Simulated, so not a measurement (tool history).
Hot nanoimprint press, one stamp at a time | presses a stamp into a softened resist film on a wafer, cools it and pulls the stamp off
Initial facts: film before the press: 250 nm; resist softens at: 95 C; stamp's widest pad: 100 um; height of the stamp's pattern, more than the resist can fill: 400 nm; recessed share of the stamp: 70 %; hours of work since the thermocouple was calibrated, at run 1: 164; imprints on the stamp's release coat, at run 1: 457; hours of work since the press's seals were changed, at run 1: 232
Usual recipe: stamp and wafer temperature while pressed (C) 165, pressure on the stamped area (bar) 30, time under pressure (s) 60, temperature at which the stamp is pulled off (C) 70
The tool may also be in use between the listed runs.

run,hour,stamp and wafer temperature while pressed (C),pressure on the stamped area (bar),time under pressure (s),temperature at which the stamp is pulled off (C),hours of work since the thermocouple was calibrated,imprints on the stamp's release coat,hours of work since the press's seals were changed,resist left under the stamp's widest pad (nm),greatest force while the stamp is pulled off (N)
1,0,165,30,60,70,164,457,232,139.2,102
2,10.4,165,30,47,70,169,483,237,150.9,102
3,20.7,165,30,47,70,174,509,242,149.9,97
4,26,165,30,60,57,176,522,244,138.6,129
5,33.2,165,30,60,71,180,540,248,138.6,101
6,44.7,165,30,60,63,186,568,254,138.9,115
7,54.3,165,30,60,63,190,593,258,139.7,118
8,61.9,165,30,60,63,194,612,262,139.3,119
9,68.5,165,30,60,65,197,628,265,138.2,112
10,76.2,165,30,60,70,201,647,269,139.4,104
11,85.7,165,30,60,70,206,671,274,137.5,98
12,97.7,165,39.2,60,70,212,701,280,122.7,100
13,104.8,165,39.2,60,70,215,718,283,122.8,97
14,112,165,30,60,67,219,736,287,138.1,106
15,120.9,165,30,37,70,223,759,291,161.1,99
16,127.7,165,30,37,70,226,776,294,160,100
17,134.1,161,34.2,101,76,229,791,297,129.3,86
18,146.1,161,34.2,101,76,235,821,303,130.9,88
19,152.2,161,34.2,101,76,238,837,306,129,87
20,158.6,165,34,60,70,241,853,309,132.6,105
21,168.8,175,34,46,70,247,878,314,100.9,105
22,179.3,165,43.1,60,70,252,904,320,119.9,102
23,185.4,158,45.3,35,66,255,919,323,176,109

Predict the results of run 24:
24,197.3,158,45.3,35,66,260,949,328,?,?

resist left under the stamp's widest pad (nm): 178.5
greatest force while the stamp is pulled off (N): 113
Take away the tool's hidden state, keep the run-to-run variation as it was, and the same run would have given resist left under the stamp's widest pad (nm) 178.4, greatest force while the stamp is pulled off (N) 112.

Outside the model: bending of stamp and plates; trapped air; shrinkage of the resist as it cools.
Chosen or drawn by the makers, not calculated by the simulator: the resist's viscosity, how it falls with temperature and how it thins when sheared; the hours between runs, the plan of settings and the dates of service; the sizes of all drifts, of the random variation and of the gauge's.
